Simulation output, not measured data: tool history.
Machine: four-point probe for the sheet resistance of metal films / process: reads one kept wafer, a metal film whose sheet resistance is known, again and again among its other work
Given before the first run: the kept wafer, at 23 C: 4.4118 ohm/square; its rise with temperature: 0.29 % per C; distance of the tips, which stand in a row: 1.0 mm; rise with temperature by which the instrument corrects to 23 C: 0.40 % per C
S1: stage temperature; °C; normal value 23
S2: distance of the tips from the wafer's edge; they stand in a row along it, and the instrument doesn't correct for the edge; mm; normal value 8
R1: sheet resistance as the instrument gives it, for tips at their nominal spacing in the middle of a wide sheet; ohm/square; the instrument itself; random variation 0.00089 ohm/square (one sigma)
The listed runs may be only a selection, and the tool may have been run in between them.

| run | hour | S1 | S2 | R1 |
|---|---|---|---|---|
| 1 | 0.0 | 23 | 8 | 4.416997 |
| 2 | 15.3 | 23 | 8 | 4.417432 |
| 3 | 31.9 | 23 | 8 | 4.416032 |
| 4 | 39.5 | 23 | 8 | 4.417273 |
| 5 | 52.5 | 23 | 8 | 4.416396 |
| 6 | 62.4 | 23 | 8 | 4.415235 |
| 7 | 73.2 | 23 | 8 | 4.416069 |
| 8 | 90.2 | 23 | 63 | 4.379573 |
| 9 | 98.9 | 19 | 63 | 4.399159 |
|  | 100.3 | stage's thermometer calibrated |
| 10 | 113.2 | 18 | 8 | 4.441899 |
| 11 | 124.4 | 23 | 8 | 4.415853 |
| 12 | 137.7 | 23 | 8 | 4.415102 |
| 13 | 154.4 | 23 | 8 | 4.415696 |
| 14 | 170.5 | 23 | 8 | 4.414701 |
| 15 | 182.2 | 30 | 8 | 4.379586 |
|  | 199.3 | stage's thermometer calibrated, once more |
| 16 | 199.3 | 30 | 8 | 4.379620 |
| 17 | 216.0 | 30 | 8 | 4.378894 |
| 18 | 226.3 | 19 | 10 | 4.420391 |
| 19 | 236.6 | 19 | 10 | 4.421752 |
| 20 | 248.0 | 19 | 10 | 4.419093 |
| 21 | 264.6 | 30 | 4 | 4.483432 |
| 22 | 278.3 | 23 | 7 | 4.423555 |
| 23 | 293.4 | 31 | 54 | 4.337402 |
| 24 | 307.6 | 25 | 8 | 4.402666 |
| 25 | 323.6 | 22 | 3 | 4.626183 |
| 26 | 338.2 | 19 | 12 | 4.413454 |
| 27 | 347.2 | 23 | 16 | 4.383824 |
| 28 | 356.7 | 23 | 16 | 4.383076 |

Some steps in R1 between neighbouring runs. How much of each would the tool show without its hidden state too (settings, what came in, random variation), and how much is left for the hidden state, with any gauge scatter that isn't in both results?
Hidden state present: inner tips' distance over the nominal, %; tips' flats over new ones', %; wafer's true temperature over the reading, C; drift of the gauge itself on sheet_ohm, %.
Run 24 -> 25: S1 25 -> 22, S2 8 -> 3. R1 +0.223517 ohm/square: hidden state -0.001966, all else +0.225483.
Run 25 -> 26: S1 22 -> 19, S2 3 -> 12. R1 -0.212729 ohm/square: hidden state +0.001405, all else -0.214134.
